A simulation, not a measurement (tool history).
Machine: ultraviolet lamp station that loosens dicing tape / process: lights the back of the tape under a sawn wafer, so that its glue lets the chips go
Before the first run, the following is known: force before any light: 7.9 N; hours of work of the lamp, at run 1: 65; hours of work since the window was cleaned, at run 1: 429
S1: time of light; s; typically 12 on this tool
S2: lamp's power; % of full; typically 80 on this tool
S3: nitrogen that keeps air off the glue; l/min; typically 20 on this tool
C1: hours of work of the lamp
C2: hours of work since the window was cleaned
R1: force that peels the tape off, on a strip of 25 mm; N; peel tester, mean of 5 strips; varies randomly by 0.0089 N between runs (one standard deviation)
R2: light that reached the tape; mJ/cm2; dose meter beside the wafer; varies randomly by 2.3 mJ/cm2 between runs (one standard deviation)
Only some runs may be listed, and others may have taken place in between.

| run | hour | S1 | S2 | S3 | C1 | C2 | R1 | R2 |
|---|---|---|---|---|---|---|---|---|
| 1 | 0.0 | 12 | 80 | 20 | 65 | 429 | 0.521 | 200 |
| 2 | 9.6 | 12 | 80 | 7 | 71 | 435 | 1.037 | 205 |
| 3 | 19.4 | 12 | 80 | 7 | 78 | 442 | 0.969 | 205 |
| 4 | 30.6 | 12 | 80 | 7 | 85 | 449 | 1.024 | 202 |
|  | 37.8 | window cleaned of glue's vapour |
| 5 | 40.5 | 14 | 80 | 20 | 91 | 2 | 0.318 | 267 |
| 6 | 54.1 | 14 | 80 | 8 | 101 | 11 | 0.559 | 265 |
| 7 | 73.1 | 7 | 80 | 8 | 113 | 24 | 1.850 | 132 |
| 8 | 90.1 | 12 | 65 | 20 | 125 | 35 | 0.631 | 178 |
| 9 | 108.3 | 12 | 65 | 20 | 137 | 47 | 0.652 | 183 |
| 10 | 123.7 | 12 | 65 | 20 | 147 | 58 | 0.637 | 176 |
| 11 | 141.9 | 12 | 65 | 20 | 160 | 70 | 0.676 | 179 |
| 12 | 160.9 | 12 | 65 | 20 | 172 | 83 | 0.692 | 171 |
| 13 | 174.7 | 12 | 68 | 29 | 182 | 92 | 0.528 | 182 |
| 14 | 193.8 | 6 | 86 | 35 | 194 | 105 | 1.205 | 109 |
| 15 | 208.8 | 6 | 94 | 16 | 204 | 115 | 1.469 | 122 |
| 16 | 227.3 | 21 | 80 | 12 | 217 | 127 | 0.254 | 357 |
| 17 | 244.7 | 21 | 80 | 12 | 229 | 139 | 0.276 | 349 |
| 18 | 260.3 | 16 | 91 | 23 | 239 | 149 | 0.252 | 305 |
| 19 | 278.1 | 16 | 91 | 23 | 251 | 161 | 0.254 | 301 |
| 20 | 297.2 | 6 | 65 | 19 | 264 | 174 | 2.407 | 81 |
| 21 | 310.9 | 6 | 65 | 19 | 273 | 183 | 2.433 | 82 |
| 22 | 326.0 | 24 | 62 | 6 | 283 | 194 | 0.502 | 299 |
| 23 | 339.7 | 7 | 85 | 22 | 292 | 203 | 1.344 | 119 |
| 24 | 359.7 | 10 | 77 | 22 | 306 | 216 | 0.821 | 157 |

Below are 3 alternative next runs, each starting from the tool's condition after run 24. Predict each:
| A | 370.8 | 19 | 77 | 22 | 313 | 224 | ? | ? |
| B | 370.8 | 12 | 90 | 20 | 313 | 224 | ? | ? |
| C | 370.8 | 23 | 77 | 12 | 313 | 224 | ? | ? |

| run | R1 | R2 |
|---|---|---|
| A | 0.282 | 293 |
| B | 0.478 | 212 |
| C | 0.272 | 345 |
Without the tool's unlogged condition, the same runs would have read:
| run | R1 | R2 |
|---|---|---|
| A | 0.230 | 374 |
| B | 0.310 | 271 |
| C | 0.222 | 442 |
